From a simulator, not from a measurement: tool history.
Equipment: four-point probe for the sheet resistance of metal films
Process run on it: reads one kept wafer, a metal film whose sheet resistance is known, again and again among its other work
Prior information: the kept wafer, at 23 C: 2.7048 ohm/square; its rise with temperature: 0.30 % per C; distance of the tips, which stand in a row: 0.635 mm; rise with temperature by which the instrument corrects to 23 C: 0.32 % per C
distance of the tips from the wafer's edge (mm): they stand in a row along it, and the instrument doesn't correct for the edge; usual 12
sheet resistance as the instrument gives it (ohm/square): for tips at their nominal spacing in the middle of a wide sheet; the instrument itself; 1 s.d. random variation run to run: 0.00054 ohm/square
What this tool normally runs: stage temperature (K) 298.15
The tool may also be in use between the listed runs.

run	hour	stage temperature (K)	distance of the tips from the wafer's edge (mm)	sheet resistance as the instrument gives it (ohm/square)
1	0.0	298.15	12	2.686015
2	30.3	298.15	12	2.686121
3	67.1	298.15	12	2.685943
4	103.1	298.15	12	2.685438
5	123.0	298.15	12	2.685531
6	158.6	298.15	12	2.684386
7	175.3	298.15	12	2.683102
8	195.1	298.15	12	2.683528
9	217.2	298.15	10	2.683881
10	241.5	298.15	10	2.683816
# hour 244.8: stage's thermometer calibrated
11	268.3	298.15	10	2.682642
12	297.5	298.15	10	2.681716
13	332.7	298.15	10	2.681585
# hour 353.5: stage's thermometer calibrated, once more
14	360.1	298.15	12	2.683163
15	386.7	298.15	12	2.682706
16	417.1	298.15	12	2.682356
17	435.8	298.15	7	2.688785
18	459.1	298.15	7	2.688498
19	488.8	295.15	34	2.678005
20	520.6	292.15	7	2.690613
21	540.2	292.15	7	2.690719
22	565.7	292.15	7	2.690827
23	594.6	292.15	7	2.689077
24	630.0	305.15	22	2.671305
25	651.3	305.15	5	2.691609
26	673.7	306.15	53	2.669185
27	704.3	293.15	11	2.680144
28	720.8	306.15	22	2.669655
29	743.7	306.15	22	2.668617
30	777.0	297.15	12	2.675321
31	812.1	308.15	13	2.668283
32	829.1	295.15	12	2.676426
33	857.6	306.15	12	2.669253
34	894.8	294.15	65	2.671265
35	919.9	292.15	13	2.675485

Consider 4 possible next runs. They are alternatives, not a sequence: every one starts from the tool as it was left by run 35. What does each give?
A	943.9	300.15	22	?
B	943.9	298.15	4	?
C	943.9	298.15	13	?
D	943.9	299.15	35	?

run	sheet resistance as the instrument gives it (ohm/square)
A	2.667379
B	2.703427
C	2.671702
D	2.668574
What these runs would have given with no unlogged condition in the tool:
run	sheet resistance as the instrument gives it (ohm/square)
A	2.702964
B	2.739463
C	2.707348
D	2.704178
